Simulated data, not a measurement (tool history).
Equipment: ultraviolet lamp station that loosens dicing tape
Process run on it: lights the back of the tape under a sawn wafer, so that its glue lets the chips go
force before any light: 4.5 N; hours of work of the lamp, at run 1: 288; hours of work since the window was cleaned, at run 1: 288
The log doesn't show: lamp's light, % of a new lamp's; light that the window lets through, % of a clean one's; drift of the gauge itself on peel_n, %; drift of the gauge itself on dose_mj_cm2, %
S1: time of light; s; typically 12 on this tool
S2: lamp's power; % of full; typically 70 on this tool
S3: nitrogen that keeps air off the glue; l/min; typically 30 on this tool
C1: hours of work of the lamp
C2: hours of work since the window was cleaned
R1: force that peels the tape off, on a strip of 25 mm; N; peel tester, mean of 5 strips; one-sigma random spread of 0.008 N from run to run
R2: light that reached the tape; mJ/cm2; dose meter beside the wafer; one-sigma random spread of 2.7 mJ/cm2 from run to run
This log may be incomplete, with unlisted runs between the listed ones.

run 1 day=0 | S1=12 S2=70 S3=30 | C1=288 C2=288 | R1=0.446 R2=287
run 2 day=2.983 | S1=12 S2=68 S3=30 | C1=330 C2=330 | R1=0.51 R2=271
run 3 day=5.867 | S1=12 S2=70 S3=30 | C1=369 C2=369 | R1=0.519 R2=268
run 4 day=9.629 | S1=12 S2=70 S3=43 | C1=421 C2=421 | R1=0.449 R2=258
run 5 day=13.175 | S1=12 S2=70 S3=30 | C1=470 C2=470 | R1=0.591 R2=252
run 6 day=15.621 | S1=12 S2=70 S3=30 | C1=503 C2=503 | R1=0.621 R2=241
run 7 day=18.525 | S1=6 S2=70 S3=30 | C1=543 C2=543 | R1=1.612 R2=120
run 8 day=22.2 | S1=6 S2=70 S3=30 | C1=594 C2=594 | R1=1.642 R2=112
run 9 day=25.921 | S1=6 S2=70 S3=30 | C1=645 C2=645 | R1=1.752 R2=108
-- day=26.992 window cleaned of glue's vapour
run 10 day=29.562 | S1=12 S2=70 S3=30 | C1=695 C2=35 | R1=0.607 R2=244
run 11 day=33.604 | S1=12 S2=70 S3=30 | C1=751 C2=91 | R1=0.64 R2=234
run 12 day=35.275 | S1=12 S2=70 S3=20 | C1=774 C2=114 | R1=0.823 R2=228
run 13 day=38.496 | S1=15 S2=70 S3=30 | C1=818 C2=158 | R1=0.497 R2=278
run 14 day=41.583 | S1=15 S2=70 S3=30 | C1=861 C2=201 | R1=0.523 R2=267
run 15 day=43.846 | S1=20 S2=70 S3=18 | C1=892 C2=232 | R1=0.446 R2=342
run 16 day=47.038 | S1=8 S2=77 S3=53 | C1=936 C2=276 | R1=1.061 R2=146

Run 17, settings as shown, results not yet in. Your forecast:
run 17 day=50.883 | S1=8 S2=77 S3=53 | C1=988 C2=329 | R1=? R2=?

Run 17 came out at R1 1.134 N, R2 141 mJ/cm2.
Had the tool carried no hidden state, the very same run would have given R1 0.421 N, R2 260 mJ/cm2.
